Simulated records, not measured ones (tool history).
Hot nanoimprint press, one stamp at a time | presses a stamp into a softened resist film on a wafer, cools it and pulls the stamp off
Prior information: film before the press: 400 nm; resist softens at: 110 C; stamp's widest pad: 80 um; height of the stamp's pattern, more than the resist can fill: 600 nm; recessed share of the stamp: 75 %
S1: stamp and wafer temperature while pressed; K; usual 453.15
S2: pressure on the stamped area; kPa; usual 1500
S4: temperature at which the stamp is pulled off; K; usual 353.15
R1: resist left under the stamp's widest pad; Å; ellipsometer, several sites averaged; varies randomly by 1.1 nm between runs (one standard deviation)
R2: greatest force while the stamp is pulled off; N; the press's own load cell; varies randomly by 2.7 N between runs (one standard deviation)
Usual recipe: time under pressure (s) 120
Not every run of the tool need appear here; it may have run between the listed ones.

Run 1, hour 0.0: usual settings. Result: R1 1640 Å, R2 117 N.
Run 2, hour 41.3: usual settings but S2 1930 kPa. Result: R1 1423 Å, R2 122 N.
Run 3, hour 77.7: usual settings but time under pressure (s) 189. Result: R1 1386 Å, R2 125 N.
Run 4, hour 117.8: usual settings but time under pressure (s) 189, S4 348.15 K. Result: R1 1363 Å, R2 143 N.
Run 5, hour 141.1: usual settings but time under pressure (s) 189, S4 348.15 K. Result: R1 1373 Å, R2 148 N.
Run 6, hour 182.4: usual settings but time under pressure (s) 189, S4 348.15 K. Result: R1 1366 Å, R2 145 N.
Run 7, hour 217.4: usual settings but S1 444.15 K. Result: R1 2430 Å, R2 125 N.
At hour 233.9: press's hydraulic seals changed and the load cell set to zero.
Run 8, hour 262.7: usual settings but S1 444.15 K. Result: R1 2371 Å, R2 127 N.
Run 9, hour 311.0: usual settings but S1 444.15 K, S2 1320 kPa. Result: R1 2469 Å, R2 131 N.
At hour 317.2: plate thermocouple calibrated.
Run 10, hour 355.7: usual settings but time under pressure (s) 96. Result: R1 1639 Å, R2 127 N.
Run 11, hour 402.9: usual settings but time under pressure (s) 68. Result: R1 1871 Å, R2 129 N.
Run 12, hour 431.3: usual settings but time under pressure (s) 68. Result: R1 1818 Å, R2 135 N.
Run 13, hour 455.8: usual settings but time under pressure (s) 68. Result: R1 1815 Å, R2 132 N.
At hour 468.6: plate thermocouple calibrated, once more.
Run 14, hour 481.7: usual settings but time under pressure (s) 228. Result: R1 1336 Å, R2 153 N.
Run 15, hour 515.0: usual settings but time under pressure (s) 228. Result: R1 1325 Å, R2 152 N.
Run 16, hour 549.0: usual settings but time under pressure (s) 228. Result: R1 1331 Å, R2 148 N.
Run 17, hour 582.4: usual settings but time under pressure (s) 228. Result: R1 1315 Å, R2 145 N.
Run 18, hour 618.6: usual settings but S4 350.15 K. Result: R1 1664 Å, R2 167 N.
Run 19, hour 655.3: usual settings but S1 454.15 K, S2 1120 kPa, time under pressure (s) 153. Result: R1 1699 Å, R2 148 N.
Run 20, hour 698.3: usual settings but S1 454.15 K, S2 1120 kPa, time under pressure (s) 153. Result: R1 1677 Å, R2 149 N.
Run 21, hour 735.9: usual settings but S1 454.15 K, S2 1120 kPa, time under pressure (s) 153. Result: R1 1679 Å, R2 147 N.
Run 22, hour 786.6: usual settings but S1 455.15 K, S4 361.15 K. Result: R1 1480 Å, R2 116 N.
Run 23, hour 832.2: usual settings but S1 455.15 K, S4 361.15 K. Result: R1 1467 Å, R2 116 N.
Run 24, hour 877.1: usual settings but S1 455.15 K, S4 361.15 K. Result: R1 1465 Å, R2 117 N.
Run 25, hour 902.6: usual settings but S1 448.15 K. Result: R1 2030 Å, R2 163 N.
Run 26, hour 934.6: usual settings but S1 463.15 K, time under pressure (s) 88, S4 339.15 K. Result: R1 1121 Å, R2 239 N.
Run 27, hour 964.8: usual settings but S1 444.15 K, S2 1510 kPa, time under pressure (s) 64, S4 346.15 K. Result: R1 2835 Å, R2 190 N.

Below are 3 alternative next runs, each starting from the tool's condition after run 27. Predict each:
Run A, hour 995.6: usual settings but S1 444.15 K, S2 2260 kPa, time under pressure (s) 171, S4 350.15 K. Result: R1 ?, R2 ?.
Run B, hour 995.6: usual settings but S1 456.15 K, S2 1510 kPa, time under pressure (s) 64, S4 360.15 K. Result: R1 ?, R2 ?.
Run C, hour 995.6: usual settings but S1 452.15 K, S2 910 kPa, time under pressure (s) 89. Result: R1 ?, R2 ?.

run    R1   R2
  A  1785  176
  B  1732  126
  C  2350  161
What these runs would have given with no unlogged condition in the tool:
run    R1   R2
  A  1908  137
  B  1839   99
  C  2482  126

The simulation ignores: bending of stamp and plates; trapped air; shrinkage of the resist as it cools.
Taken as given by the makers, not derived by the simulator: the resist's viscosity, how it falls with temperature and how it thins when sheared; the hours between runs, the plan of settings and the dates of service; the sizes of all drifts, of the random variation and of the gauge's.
